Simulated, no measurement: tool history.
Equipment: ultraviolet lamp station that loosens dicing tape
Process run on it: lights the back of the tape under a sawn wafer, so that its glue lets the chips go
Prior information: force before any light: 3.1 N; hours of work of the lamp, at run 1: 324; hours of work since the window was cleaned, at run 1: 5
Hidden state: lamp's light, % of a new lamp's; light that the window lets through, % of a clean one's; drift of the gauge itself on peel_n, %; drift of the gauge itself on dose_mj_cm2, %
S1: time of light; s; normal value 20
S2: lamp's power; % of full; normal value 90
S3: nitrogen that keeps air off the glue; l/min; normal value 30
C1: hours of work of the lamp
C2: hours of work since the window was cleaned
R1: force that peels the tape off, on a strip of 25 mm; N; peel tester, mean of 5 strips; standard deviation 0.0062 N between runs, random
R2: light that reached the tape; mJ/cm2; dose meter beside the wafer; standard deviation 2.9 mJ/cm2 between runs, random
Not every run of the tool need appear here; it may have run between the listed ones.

run   hour  S1  S2  S3   C1   C2     R1   R2
  1    0.0  20  90  30  324    5  0.242  364
  2   10.0  20  95  30  331   12  0.216  385
  3   25.5  20  95  30  342   22  0.232  376
  4   43.7  20  95  30  355   35  0.229  367
  5   64.0  20  95  30  369   49  0.234  366
  6   81.2  20  95  30  381   62  0.240  361
  7   93.4  32  90  30  389   70  0.127  548
  8  103.0  11  90  30  396   77  0.756  184
  9  113.9  11  90  30  404   84  0.739  181
 10  126.0  11  90  40  412   93  0.657  182
     128.2  -- window cleaned of glue's vapour
 11  136.7  20  90  30  419    6  0.303  322
 12  155.3  20  90  30  433   19  0.298  317
 13  169.5  20  90  30  442   29  0.321  314
 14  185.1  20  90  30  453   40  0.327  311
 15  198.9  20  90  50  463   50  0.234  308
     202.2  -- window cleaned of glue's vapour, once more
 16  209.5  18  62  46  470    5  0.481  214
 17  228.0  18  62  22  483   18  0.761  207
 18  240.1  17  62  22  492   27  0.839  192
 19  255.9  20  97  26  503   38  0.284  350
 20  274.8  20  60  40  516   51  0.506  215
 21  283.9  11  71  20  522   57  1.225  138
 22  305.6  11  88  10  538   73  1.344  165
 23  323.4  22  64  17  550   85  0.723  243
 24  336.8  18  66  13  559   94  1.052  200
 25  348.0  18  66  13  567  102  1.028  195
 26  365.6  18  66  13  580  115  1.093  199
 27  379.4  13  77  13  589  124  1.268  166
 28  388.9  20  60  30  596  131  0.681  190
 29  398.1  12  67  59  602  137  0.847  129
 30  407.3  20  90  22  609  144  0.476  292

Below, some changes in R1 between adjacent runs. For each, the amount present without the hidden state too (settings, incoming material, random variation) and the amount remaining for the hidden state with gauge scatter not shared by both compared results:
Run 7 -> 8: S1 32 -> 11. R1 +0.629 N: hidden state +0.189, all else +0.440.
Run 18 -> 19: S1 17 -> 20, S2 62 -> 97, S3 22 -> 26. R1 -0.555 N: hidden state -0.138, all else -0.417.
Run 20 -> 21: S1 20 -> 11, S2 60 -> 71, S3 40 -> 20. R1 +0.719 N: hidden state +0.113, all else +0.606.
Run 22 -> 23: S1 11 -> 22, S2 88 -> 64, S3 10 -> 17. R1 -0.621 N: hidden state -0.052, all else -0.569.
